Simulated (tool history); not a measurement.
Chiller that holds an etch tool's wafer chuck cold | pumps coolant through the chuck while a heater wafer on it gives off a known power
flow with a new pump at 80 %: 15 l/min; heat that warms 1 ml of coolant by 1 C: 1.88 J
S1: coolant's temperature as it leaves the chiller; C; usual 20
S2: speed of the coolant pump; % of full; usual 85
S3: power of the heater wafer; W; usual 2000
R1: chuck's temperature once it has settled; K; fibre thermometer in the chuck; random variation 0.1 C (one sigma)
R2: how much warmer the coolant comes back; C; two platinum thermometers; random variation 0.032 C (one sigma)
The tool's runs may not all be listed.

run,hour,S1,S2,S3,R1,R2
1,0.0,20,85,2000,309.55,4.37
# hour 92.0: coolant pump overhauled
2,139.9,20,85,2000,308.45,3.99
3,269.4,11,85,2000,299.55,4.05
4,351.0,29,85,2000,317.85,4.02
5,496.1,29,85,2000,317.85,4.03
6,617.8,29,85,2000,318.05,4.08
7,723.4,29,85,2000,317.85,4.02
8,803.9,12,85,2000,301.25,4.00
9,929.7,12,85,2000,301.15,4.04
10,1008.7,20,85,1266,303.15,2.57
# hour 1041.6: chiller's thermometer calibrated
11,1115.7,20,85,1266,303.65,2.57
12,1256.8,20,85,1266,303.75,2.61
13,1411.1,20,85,1974,309.65,4.05
14,1557.5,10,68,1188,294.85,3.07
15,1669.8,28,90,1100,310.05,2.14
16,1799.3,14,68,1603,303.25,4.06
17,1925.1,22,94,1757,309.35,3.32
18,2012.7,20,65,2305,317.35,6.22
19,2098.6,10,85,2905,308.55,6.02
20,2164.0,15,85,2231,307.75,4.66
21,2282.5,11,79,1149,294.85,2.54
22,2367.0,12,85,2000,302.85,4.17
23,2469.5,15,85,1014,297.15,2.13
24,2596.7,15,94,1389,299.75,2.62

4 ways to go on from here, each from the tool as it stands after run 24. What would each give?
A,2671.8,27,61,1389,?,?
B,2671.8,16,94,1389,?,?
C,2671.8,15,63,1389,?,?
D,2671.8,21,94,2129,?,?

run,R1,R2
A,315.95,4.10
B,300.85,2.62
C,303.45,3.95
D,311.95,4.03
Without the tool's hidden state the same runs would have given:
run,R1,R2
A,313.35,3.92
B,298.95,2.51
C,300.95,3.77
D,308.95,3.85
